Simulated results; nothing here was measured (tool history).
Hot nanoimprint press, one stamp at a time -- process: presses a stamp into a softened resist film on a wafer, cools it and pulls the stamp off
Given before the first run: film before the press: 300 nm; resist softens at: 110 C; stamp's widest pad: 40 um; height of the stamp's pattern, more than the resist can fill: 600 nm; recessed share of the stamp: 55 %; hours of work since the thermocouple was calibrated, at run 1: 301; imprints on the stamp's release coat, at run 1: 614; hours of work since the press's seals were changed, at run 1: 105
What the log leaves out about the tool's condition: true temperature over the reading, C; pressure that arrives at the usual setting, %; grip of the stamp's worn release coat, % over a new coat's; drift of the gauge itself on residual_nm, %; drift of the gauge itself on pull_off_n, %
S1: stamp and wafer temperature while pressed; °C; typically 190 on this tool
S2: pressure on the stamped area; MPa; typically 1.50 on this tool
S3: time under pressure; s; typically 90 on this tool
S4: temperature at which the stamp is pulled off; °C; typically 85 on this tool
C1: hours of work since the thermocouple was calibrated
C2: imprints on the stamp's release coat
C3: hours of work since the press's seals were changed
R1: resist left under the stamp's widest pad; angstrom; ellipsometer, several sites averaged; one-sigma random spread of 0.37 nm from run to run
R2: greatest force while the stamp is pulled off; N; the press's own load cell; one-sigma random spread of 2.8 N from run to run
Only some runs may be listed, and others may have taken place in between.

run 1 day=0.000 | S1=190 S2=1.50 S3=90 S4=85 | C1=301 C2=614 C3=105 | R1=1231 R2=246
run 2 day=0.454 | S1=190 S2=1.50 S3=90 S4=85 | C1=309 C2=655 C3=113 | R1=1232 R2=244
run 3 day=1.338 | S1=190 S2=1.50 S3=90 S4=85 | C1=325 C2=732 C3=129 | R1=1224 R2=254
-- day=1.658 stamp cleaned and given a new release coat
run 4 day=2.325 | S1=190 S2=1.50 S3=90 S4=83 | C1=338 C2=58 C3=142 | R1=1229 R2=212
run 5 day=2.971 | S1=190 S2=1.50 S3=90 S4=83 | C1=350 C2=115 C3=154 | R1=1229 R2=216
run 6 day=3.579 | S1=186 S2=1.50 S3=90 S4=85 | C1=361 C2=169 C3=165 | R1=1376 R2=207
run 7 day=4.054 | S1=186 S2=1.50 S3=90 S4=85 | C1=370 C2=211 C3=174 | R1=1373 R2=213
run 8 day=4.712 | S1=186 S2=1.50 S3=90 S4=85 | C1=382 C2=269 C3=186 | R1=1370 R2=214
run 9 day=5.550 | S1=186 S2=1.50 S3=90 S4=85 | C1=397 C2=343 C3=201 | R1=1367 R2=214
run 10 day=6.392 | S1=186 S2=1.50 S3=90 S4=85 | C1=412 C2=417 C3=216 | R1=1369 R2=227
run 11 day=6.954 | S1=179 S2=1.77 S3=127 S4=76 | C1=422 C2=467 C3=226 | R1=1371 R2=288
run 12 day=7.846 | S1=190 S2=1.50 S3=80 S4=74 | C1=438 C2=545 C3=243 | R1=1266 R2=306
run 13 day=8.662 | S1=201 S2=1.50 S3=90 S4=73 | C1=453 C2=617 C3=257 | R1=899 R2=317
run 14 day=9.033 | S1=201 S2=1.50 S3=90 S4=73 | C1=460 C2=650 C3=264 | R1=895 R2=321
run 15 day=9.542 | S1=180 S2=0.98 S3=51 S4=84 | C1=469 C2=695 C3=273 | R1=2209 R2=255
-- day=10.304 stamp cleaned and given a new release coat
run 16 day=10.500 | S1=180 S2=0.98 S3=51 S4=84 | C1=482 C2=17 C3=286 | R1=2197 R2=198
run 17 day=11.208 | S1=180 S2=0.98 S3=51 S4=87 | C1=495 C2=80 C3=299 | R1=2218 R2=187
run 18 day=12.092 | S1=180 S2=0.98 S3=50 S4=74 | C1=511 C2=158 C3=315 | R1=2215 R2=268
run 19 day=12.608 | S1=180 S2=0.98 S3=50 S4=74 | C1=520 C2=203 C3=324 | R1=2216 R2=264

Had the tool no unlogged condition, and each run kept its random variation, what would the results have been?
run=1 R1=1278 R2=202
run=2 R1=1281 R2=197
run=3 R1=1274 R2=201
run=4 R1=1282 R2=215
run=5 R1=1283 R2=215
run=6 R1=1439 R2=203
run=7 R1=1439 R2=205
run=8 R1=1437 R2=202
run=9 R1=1437 R2=197
run=10 R1=1440 R2=204
run=11 R1=1453 R2=252
run=12 R1=1335 R2=259
run=13 R1=945 R2=262
run=14 R1=941 R2=263
run=15 R1=2297 R2=208
run=16 R1=2287 R2=208
run=17 R1=2311 R2=194
run=18 R1=2311 R2=264
run=19 R1=2313 R2=256
